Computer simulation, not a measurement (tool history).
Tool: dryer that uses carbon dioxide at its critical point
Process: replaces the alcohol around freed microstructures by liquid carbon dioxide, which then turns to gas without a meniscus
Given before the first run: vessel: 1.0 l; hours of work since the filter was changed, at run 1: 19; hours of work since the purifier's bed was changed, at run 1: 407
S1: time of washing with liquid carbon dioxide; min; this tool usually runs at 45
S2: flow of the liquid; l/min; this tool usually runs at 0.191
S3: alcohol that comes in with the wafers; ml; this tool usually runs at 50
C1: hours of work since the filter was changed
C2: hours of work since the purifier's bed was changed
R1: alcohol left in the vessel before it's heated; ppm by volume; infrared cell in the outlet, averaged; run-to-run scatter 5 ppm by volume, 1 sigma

run 1 hour=0.0 | S1=45 S2=0.191 S3=50 | C1=19 C2=407 | R1=117
run 2 hour=36.0 | S1=45 S2=0.191 S3=50 | C1=32 C2=419 | R1=127
run 3 hour=54.4 | S1=45 S2=0.191 S3=50 | C1=38 C2=425 | R1=123
run 4 hour=89.5 | S1=45 S2=0.154 S3=50 | C1=50 C2=438 | R1=238
run 5 hour=114.3 | S1=45 S2=0.191 S3=50 | C1=59 C2=446 | R1=130
run 6 hour=148.6 | S1=45 S2=0.191 S3=50 | C1=71 C2=458 | R1=136
run 7 hour=171.5 | S1=45 S2=0.191 S3=50 | C1=78 C2=466 | R1=139
run 8 hour=187.5 | S1=44 S2=0.181 S3=51 | C1=84 C2=471 | R1=171
run 9 hour=207.4 | S1=44 S2=0.181 S3=51 | C1=91 C2=478 | R1=178
run 10 hour=232.2 | S1=44 S2=0.181 S3=51 | C1=99 C2=487 | R1=174
run 11 hour=259.2 | S1=44 S2=0.181 S3=51 | C1=109 C2=496 | R1=173
run 12 hour=293.3 | S1=44 S2=0.181 S3=51 | C1=121 C2=508 | R1=192
-- hour=299.5 purifier's bed changed
run 13 hour=311.3 | S1=44 S2=0.145 S3=45 | C1=126 C2=4 | R1=289
run 14 hour=348.3 | S1=28 S2=0.145 S3=48 | C1=139 C2=17 | R1=1934

Below are 5 alternative next runs, each starting from the tool's condition after run 14. Predict each:
run A hour=367.5 | S1=45 S2=0.122 S3=50 | C1=145 C2=24 | R1=?
run B hour=367.5 | S1=70 S2=0.316 S3=37 | C1=145 C2=24 | R1=?
run C hour=367.5 | S1=45 S2=0.191 S3=22 | C1=145 C2=24 | R1=?
run D hour=367.5 | S1=54 S2=0.145 S3=48 | C1=145 C2=24 | R1=?
run E hour=367.5 | S1=52 S2=0.145 S3=48 | C1=145 C2=24 | R1=?

run=A R1=736
run=B R1=6
run=C R1=28
run=D R1=116
run=E R1=146
With no hidden state in the tool, these same runs would have given:
run=A R1=387
run=B R1=1
run=C R1=8
run=D R1=46
run=E R1=62

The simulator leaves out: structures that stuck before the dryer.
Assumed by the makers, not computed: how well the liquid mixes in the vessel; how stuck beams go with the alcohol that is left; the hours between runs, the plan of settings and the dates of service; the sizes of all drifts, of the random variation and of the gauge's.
